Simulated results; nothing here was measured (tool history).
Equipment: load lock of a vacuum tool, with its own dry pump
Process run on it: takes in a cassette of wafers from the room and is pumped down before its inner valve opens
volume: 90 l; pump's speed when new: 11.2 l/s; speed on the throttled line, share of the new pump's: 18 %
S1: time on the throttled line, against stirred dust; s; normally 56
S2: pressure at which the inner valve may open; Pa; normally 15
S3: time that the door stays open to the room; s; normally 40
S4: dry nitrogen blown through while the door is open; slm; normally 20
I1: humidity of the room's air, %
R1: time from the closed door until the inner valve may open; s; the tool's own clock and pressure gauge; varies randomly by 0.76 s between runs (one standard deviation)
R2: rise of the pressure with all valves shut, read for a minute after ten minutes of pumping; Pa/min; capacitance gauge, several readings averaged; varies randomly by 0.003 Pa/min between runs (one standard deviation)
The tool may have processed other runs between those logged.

{"run": 1, "hour": 0.0, "S1": 56, "S2": 15, "S3": 40, "S4": 20, "I1": 42.8, "R1": 117.3, "R2": 0.213}
{"run": 2, "hour": 43.4, "S1": 81, "S2": 15, "S3": 40, "S4": 20, "I1": 42.1, "R1": 138.9, "R2": 0.211}
{"run": 3, "hour": 131.3, "S1": 56, "S2": 15, "S3": 40, "S4": 20, "I1": 43.2, "R1": 117.8, "R2": 0.223}
{"run": 4, "hour": 185.0, "S1": 56, "S2": 15, "S3": 40, "S4": 20, "I1": 42.9, "R1": 116.8, "R2": 0.221}
{"run": 5, "hour": 259.9, "S1": 56, "S2": 15, "S3": 40, "S4": 20, "I1": 47, "R1": 117.6, "R2": 0.226}
{"run": 6, "hour": 343.1, "S1": 56, "S2": 15, "S3": 40, "S4": 20, "I1": 46.2, "R1": 118.2, "R2": 0.236}
{"run": 7, "hour": 428.7, "S1": 56, "S2": 15, "S3": 40, "S4": 20, "I1": 45.3, "R1": 117.8, "R2": 0.236}
{"run": 8, "hour": 502.4, "S1": 56, "S2": 15, "S3": 40, "S4": 20, "I1": 46.1, "R1": 117.8, "R2": 0.238}
{"run": 9, "hour": 560.7, "S1": 34, "S2": 15, "S3": 40, "S4": 20, "I1": 45.6, "R1": 100.4, "R2": 0.241}
{"run": 10, "hour": 611.3, "S1": 34, "S2": 15, "S3": 40, "S4": 20, "I1": 42.7, "R1": 99.4, "R2": 0.232}
{"run": 11, "hour": 658.6, "S1": 56, "S2": 15, "S3": 40, "S4": 20, "I1": 46.6, "R1": 116.9, "R2": 0.242}
{"run": 12, "hour": 716.7, "S1": 56, "S2": 15, "S3": 40, "S4": 20, "I1": 43.6, "R1": 117.6, "R2": 0.246}
{"run": 13, "hour": 768.7, "S1": 56, "S2": 15, "S3": 40, "S4": 20, "I1": 42.7, "R1": 117.2, "R2": 0.251}
{"run": 14, "hour": 847.5, "S1": 56, "S2": 15, "S3": 40, "S4": 17, "I1": 42.9, "R1": 118, "R2": 0.251}
{"run": 15, "hour": 893.6, "S1": 56, "S2": 15, "S3": 40, "S4": 17, "I1": 46.5, "R1": 117.5, "R2": 0.27}
{"run": 16, "hour": 971.2, "S1": 74, "S2": 10, "S3": 120, "S4": 10, "I1": 47.4, "R1": 137.6, "R2": 0.298}
{"run": 17, "hour": 1045.3, "S1": 82, "S2": 16, "S3": 120, "S4": 26, "I1": 44.3, "R1": 139.5, "R2": 0.293}
{"run": 18, "hour": 1140.8, "S1": 82, "S2": 16, "S3": 120, "S4": 26, "I1": 46.3, "R1": 137.2, "R2": 0.299}
{"run": 19, "hour": 1180.3, "S1": 42, "S2": 11, "S3": 43, "S4": 8, "I1": 49.4, "R1": 107.8, "R2": 0.285}
{"run": 20, "hour": 1238.3, "S1": 46, "S2": 15, "S3": 167, "S4": 20, "I1": 44.5, "R1": 110.1, "R2": 0.315}
{"run": 21, "hour": 1298.6, "S1": 46, "S2": 22, "S3": 167, "S4": 20, "I1": 45.6, "R1": 106.6, "R2": 0.322}
{"run": 22, "hour": 1343.1, "S1": 56, "S2": 15, "S3": 40, "S4": 20, "I1": 46.9, "R1": 118.6, "R2": 0.276}
{"run": 23, "hour": 1404.1, "S1": 56, "S2": 15, "S3": 40, "S4": 20, "I1": 40.2, "R1": 117.4, "R2": 0.283}
{"run": 24, "hour": 1489.3, "S1": 31, "S2": 18, "S3": 28, "S4": 12, "I1": 40.9, "R1": 96.4, "R2": 0.281}
{"run": 25, "hour": 1583.7, "S1": 41, "S2": 18, "S3": 216, "S4": 30, "I1": 44.2, "R1": 104.6, "R2": 0.341}
{"run": 26, "hour": 1625.2, "S1": 87, "S2": 18, "S3": 88, "S4": 30, "I1": 45.7, "R1": 142.6, "R2": 0.309}
{"run": 27, "hour": 1709.7, "S1": 99, "S2": 18, "S3": 26, "S4": 21, "I1": 44, "R1": 152.8, "R2": 0.294}
{"run": 28, "hour": 1794.2, "S1": 28, "S2": 20, "S3": 48, "S4": 18, "I1": 44.8, "R1": 92.9, "R2": 0.303}
{"run": 29, "hour": 1880.4, "S1": 28, "S2": 20, "S3": 160, "S4": 18, "I1": 42.6, "R1": 93.9, "R2": 0.354}

Predict each of these 5 candidate next runs independently; none follows another, all start after run 29:
{"run": "A", "hour": 1966.0, "S1": 28, "S2": 17, "S3": 50, "S4": 18, "I1": 43.1, "R1": "?", "R2": "?"}
{"run": "B", "hour": 1966.0, "S1": 28, "S2": 21, "S3": 165, "S4": 28, "I1": 44, "R1": "?", "R2": "?"}
{"run": "C", "hour": 1966.0, "S1": 99, "S2": 15, "S3": 40, "S4": 38, "I1": 44.6, "R1": "?", "R2": "?"}
{"run": "D", "hour": 1966.0, "S1": 86, "S2": 13, "S3": 40, "S4": 27, "I1": 48, "R1": "?", "R2": "?"}
{"run": "E", "hour": 1966.0, "S1": 56, "S2": 15, "S3": 40, "S4": 24, "I1": 47.7, "R1": "?", "R2": "?"}

run=A R1=94.7 R2=0.319
run=B R1=92 R2=0.348
run=C R1=154.2 R2=0.311
run=D R1=145.9 R2=0.32
run=E R1=119.2 R2=0.306
With the hidden condition removed and each run's random variation left untouched, the same runs would have given:
run=A R1=93.4 R2=0.032
run=B R1=90.8 R2=0.066
run=C R1=153.1 R2=0.025
run=D R1=144.8 R2=0.031
run=E R1=117.8 R2=0.021

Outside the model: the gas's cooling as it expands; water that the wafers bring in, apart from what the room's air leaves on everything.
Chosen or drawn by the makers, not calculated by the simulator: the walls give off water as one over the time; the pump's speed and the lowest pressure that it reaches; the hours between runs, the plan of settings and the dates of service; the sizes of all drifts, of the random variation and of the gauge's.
